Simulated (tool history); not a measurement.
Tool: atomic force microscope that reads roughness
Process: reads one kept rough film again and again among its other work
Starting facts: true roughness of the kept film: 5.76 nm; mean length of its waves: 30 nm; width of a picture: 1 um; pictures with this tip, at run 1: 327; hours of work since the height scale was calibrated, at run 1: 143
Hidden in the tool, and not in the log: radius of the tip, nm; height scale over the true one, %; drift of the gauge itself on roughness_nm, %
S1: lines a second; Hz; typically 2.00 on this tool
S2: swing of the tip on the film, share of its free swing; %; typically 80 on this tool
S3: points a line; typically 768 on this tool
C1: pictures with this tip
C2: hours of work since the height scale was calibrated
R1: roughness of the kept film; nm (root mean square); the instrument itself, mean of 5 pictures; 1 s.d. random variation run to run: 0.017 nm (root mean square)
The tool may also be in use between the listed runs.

run 1 day=0.000 | S1=2.00 S2=80 S3=768 | C1=327 C2=143 | R1=3.562
run 2 day=0.396 | S1=2.00 S2=80 S3=768 | C1=343 C2=150 | R1=3.536
run 3 day=1.058 | S1=2.00 S2=80 S3=768 | C1=370 C2=162 | R1=3.493
run 4 day=1.438 | S1=2.00 S2=80 S3=768 | C1=386 C2=168 | R1=3.466
-- day=1.521 height scale calibrated on a step standard
-- day=1.829 new tip fitted
run 5 day=2.092 | S1=2.00 S2=80 S3=768 | C1=11 C2=10 | R1=4.032
run 6 day=2.429 | S1=2.00 S2=80 S3=768 | C1=25 C2=16 | R1=3.978
run 7 day=2.900 | S1=1.38 S2=60 S3=871 | C1=44 C2=24 | R1=4.534
run 8 day=3.358 | S1=1.57 S2=77 S3=282 | C1=63 C2=32 | R1=4.088
run 9 day=3.862 | S1=2.00 S2=78 S3=434 | C1=83 C2=41 | R1=3.932
-- day=3.954 height scale calibrated on a step standard, once more
run 10 day=4.312 | S1=2.00 S2=78 S3=434 | C1=100 C2=6 | R1=3.879
run 11 day=4.842 | S1=2.00 S2=78 S3=262 | C1=121 C2=16 | R1=3.792

Forecast run 12:
run 12 day=5.375 | S1=2.00 S2=78 S3=262 | C1=143 C2=25 | R1=?

R1: 3.786 nm (root mean square)
With no hidden state in the tool, this same run would have given R1 4.095 nm (root mean square).
